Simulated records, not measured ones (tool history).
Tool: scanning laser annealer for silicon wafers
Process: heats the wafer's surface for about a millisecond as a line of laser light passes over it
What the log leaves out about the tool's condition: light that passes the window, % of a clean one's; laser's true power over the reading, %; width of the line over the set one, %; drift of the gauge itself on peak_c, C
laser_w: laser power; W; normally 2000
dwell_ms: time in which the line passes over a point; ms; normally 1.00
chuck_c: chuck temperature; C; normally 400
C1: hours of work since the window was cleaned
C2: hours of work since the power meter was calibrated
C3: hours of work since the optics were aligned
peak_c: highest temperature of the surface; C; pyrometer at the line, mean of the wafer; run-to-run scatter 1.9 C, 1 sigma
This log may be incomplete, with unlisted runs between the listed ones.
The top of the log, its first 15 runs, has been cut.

Run 16, hour 574.6: usual settings; C1 526; C2 254; C3 288. Result: peak_c 1134 C.
Run 17, hour 619.0: usual settings but chuck_c 372 C; C1 545; C2 274; C3 307. Result: peak_c 1110 C.
Run 18, hour 658.0: usual settings but dwell_ms 0.72 ms, chuck_c 372 C; C1 562; C2 291; C3 324. Result: peak_c 993 C.
Run 19, hour 699.1: usual settings; C1 580; C2 309; C3 342. Result: peak_c 1132 C.
Run 20, hour 721.6: usual settings but chuck_c 362 C; C1 590; C2 319; C3 352. Result: peak_c 1097 C.
Run 21, hour 759.0: usual settings but dwell_ms 0.87 ms, chuck_c 362 C; C1 607; C2 335; C3 369. Result: peak_c 1043 C.
At hour 780.1: window over the wafer cleaned.
Run 22, hour 788.2: usual settings but dwell_ms 0.87 ms, chuck_c 362 C; C1 4; C2 347; C3 381. Result: peak_c 1062 C.
Run 23, hour 828.1: usual settings but chuck_c 360 C; C1 21; C2 365; C3 398. Result: peak_c 1116 C.
Run 24, hour 867.1: usual settings but laser_w 2175 W, dwell_ms 0.74 ms; C1 38; C2 382; C3 415. Result: peak_c 1115 C.
Run 25, hour 903.3: usual settings but laser_w 1865 W, dwell_ms 1.11 ms, chuck_c 416 C; C1 54; C2 398; C3 431. Result: peak_c 1141 C.
Run 26, hour 943.6: usual settings but laser_w 2087 W, dwell_ms 1.10 ms, chuck_c 417 C; C1 72; C2 416; C3 449. Result: peak_c 1251 C.
Run 27, hour 971.2: usual settings but laser_w 2087 W, dwell_ms 1.10 ms, chuck_c 417 C; C1 84; C2 428; C3 461. Result: peak_c 1248 C.
Run 28, hour 992.4: usual settings but laser_w 1850 W, dwell_ms 1.02 ms, chuck_c 385 C; C1 93; C2 437; C3 470. Result: peak_c 1073 C.
Run 29, hour 1042.5: usual settings but laser_w 1850 W, dwell_ms 1.02 ms, chuck_c 385 C; C1 115; C2 459; C3 492. Result: peak_c 1073 C.
Run 30, hour 1067.9: usual settings but laser_w 2169 W; C1 127; C2 470; C3 504. Result: peak_c 1225 C.
Run 31, hour 1100.0: usual settings but laser_w 2149 W, dwell_ms 0.88 ms, chuck_c 399 C; C1 141; C2 484; C3 518. Result: peak_c 1161 C.
Run 32, hour 1125.4: usual settings but laser_w 1935 W, dwell_ms 0.82 ms, chuck_c 411 C; C1 152; C2 496; C3 529. Result: peak_c 1056 C.
Run 33, hour 1163.0: usual settings but laser_w 1999 W, dwell_ms 1.19 ms; C1 168; C2 512; C3 545. Result: peak_c 1215 C.
Run 34, hour 1191.9: usual settings but laser_w 2045 W; C1 181; C2 525; C3 558. Result: peak_c 1165 C.
Run 35, hour 1229.9: usual settings but chuck_c 423 C; C1 198; C2 542; C3 575. Result: peak_c 1167 C.
Run 36, hour 1250.6: usual settings but chuck_c 423 C; C1 207; C2 551; C3 584. Result: peak_c 1166 C.
Run 37, hour 1294.3: usual settings but chuck_c 423 C; C1 226; C2 570; C3 603. Result: peak_c 1160 C.
Run 38, hour 1325.8: usual settings but laser_w 2165 W, dwell_ms 1.24 ms, chuck_c 403 C; C1 240; C2 584; C3 617. Result: peak_c 1319 C.
Run 39, hour 1364.1: usual settings but dwell_ms 0.76 ms; C1 257; C2 601; C3 634. Result: peak_c 1040 C.
Run 40, hour 1397.1: usual settings but laser_w 2059 W, dwell_ms 1.23 ms, chuck_c 366 C; C1 271; C2 615; C3 648. Result: peak_c 1217 C.

5 ways to go on from here, each from the tool as it stands after run 40. What would each give?
Run A, hour 1429.3: usual settings but laser_w 2169 W, dwell_ms 1.23 ms, chuck_c 366 C; C1 286; C2 629; C3 663. Result: peak_c ?.
Run B, hour 1429.3: usual settings but laser_w 2175 W, dwell_ms 0.88 ms, chuck_c 364 C; C1 286; C2 629; C3 663. Result: peak_c ?.
Run C, hour 1429.3: usual settings but laser_w 2059 W, dwell_ms 1.11 ms, chuck_c 366 C; C1 286; C2 629; C3 663. Result: peak_c ?.
Run D, hour 1429.3: usual settings but laser_w 2064 W, dwell_ms 0.95 ms, chuck_c 401 C; C1 286; C2 629; C3 663. Result: peak_c ?.
Run E, hour 1429.3: usual settings but dwell_ms 1.17 ms, chuck_c 381 C; C1 286; C2 629; C3 663. Result: peak_c ?.

run  peak_c
  A    1276
  B    1129
  C    1176
  D    1143
  E    1181
What these runs would have given with no unlogged condition in the tool:
run  peak_c
  A    1311
  B    1158
  C    1207
  D    1173
  E    1212
